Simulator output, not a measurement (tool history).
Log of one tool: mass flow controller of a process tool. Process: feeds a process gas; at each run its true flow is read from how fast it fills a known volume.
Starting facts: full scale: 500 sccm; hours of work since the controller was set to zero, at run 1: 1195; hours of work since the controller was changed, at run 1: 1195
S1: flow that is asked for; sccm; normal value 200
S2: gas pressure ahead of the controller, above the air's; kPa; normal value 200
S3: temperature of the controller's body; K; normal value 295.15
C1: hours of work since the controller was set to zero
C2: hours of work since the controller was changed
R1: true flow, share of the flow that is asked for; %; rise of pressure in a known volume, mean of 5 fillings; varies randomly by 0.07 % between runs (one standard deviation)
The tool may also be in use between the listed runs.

run,hour,S1,S2,S3,C1,C2,R1
1,0,200,200,295.15,1195,1195,98.35
2,82.2,200,168,295.15,1234,1234,98.59
3,117,67,200,295.15,1250,1250,96.56
4,192.2,200,200,295.15,1286,1286,98.34
5,253.8,200,200,295.15,1315,1315,98.47
6,316.7,200,200,295.15,1344,1344,98.29
7,367.1,479,200,295.15,1368,1368,99.57
8,439.8,200,200,303.15,1403,1403,99.11
9,520,200,200,303.15,1441,1441,99.16
10,601.1,200,200,295.15,1479,1479,98.28
11,640.8,200,200,295.15,1498,1498,98.39
12,704.6,200,200,295.15,1528,1528,98.31
13,752.3,200,200,295.15,1550,1550,98.37
14,793.2,200,200,313.15,1570,1570,100
15,841.1,200,193,295.15,1592,1592,98.3
16,915.6,67,200,295.15,1628,1628,96.06
17,978.8,214,200,295.15,1657,1657,98.32
18,1014.7,58,200,295.15,1674,1674,95.62
19,1094.8,58,200,295.15,1712,1712,95.47
# hour 1100.7: controller's zero set anew
20,1151.7,58,200,295.15,24,1739,94.54
21,1213.9,200,200,299.15,54,1768,98.51
22,1274.3,200,200,295.15,82,1797,97.85
23,1326.1,200,200,293.15,107,1821,97.76
24,1395.5,200,200,293.15,139,1854,97.68
25,1448.4,200,200,293.15,164,1879,97.72
# hour 1498.7: controller's zero set anew, once more
26,1524.2,182,175,293.15,12,1915,99.27
27,1588.1,182,168,300.15,42,1945,99.81
28,1670.1,182,273,313.15,81,1984,100.71
29,1727.6,182,273,294.15,108,2011,98.77
30,1810.9,59,174,295.15,148,2050,98.9
31,1890.2,59,174,295.15,185,2088,98.66
32,1967,350,214,308.15,221,2124,100.85
33,2038.7,350,214,308.15,255,2158,100.78
34,2107.8,58,174,298.15,288,2191,98.74
35,2148.2,113,156,294.15,307,2210,98.9
36,2207.4,113,156,294.15,335,2238,98.94
37,2270.2,113,156,294.15,365,2268,98.86
38,2328.1,113,156,294.15,392,2295,98.83
39,2375,63,156,303.15,414,2317,99.12
40,2427.1,63,156,303.15,439,2342,99.22
41,2506.4,189,167,295.15,476,2379,99.2
42,2541.3,334,241,293.15,493,2396,99.24
43,2595.3,200,245,311.15,518,2421,100.61
44,2664.6,200,245,311.15,551,2454,100.64
45,2727.6,120,150,297.15,581,2484,98.92
46,2798.3,275,163,297.15,614,2517,99.68
47,2833.1,200,275,296.15,631,2534,98.92
48,2914.4,434,162,308.15,669,2572,101.22
49,2990.7,434,162,308.15,705,2608,101.37

What if the next run were any one of these 3? Each begins from the tool's condition after run 49:
A,3036.8,200,200,303.15,727,2630,?
B,3036.8,309,257,295.15,727,2630,?
C,3036.8,434,154,308.15,727,2630,?

run,R1
A,99.72
B,99.3
C,101.31
The same runs, with their run-to-run variation unchanged, on a tool lacking any hidden condition would have given:
run,R1
A,99.67
B,99.11
C,101.04

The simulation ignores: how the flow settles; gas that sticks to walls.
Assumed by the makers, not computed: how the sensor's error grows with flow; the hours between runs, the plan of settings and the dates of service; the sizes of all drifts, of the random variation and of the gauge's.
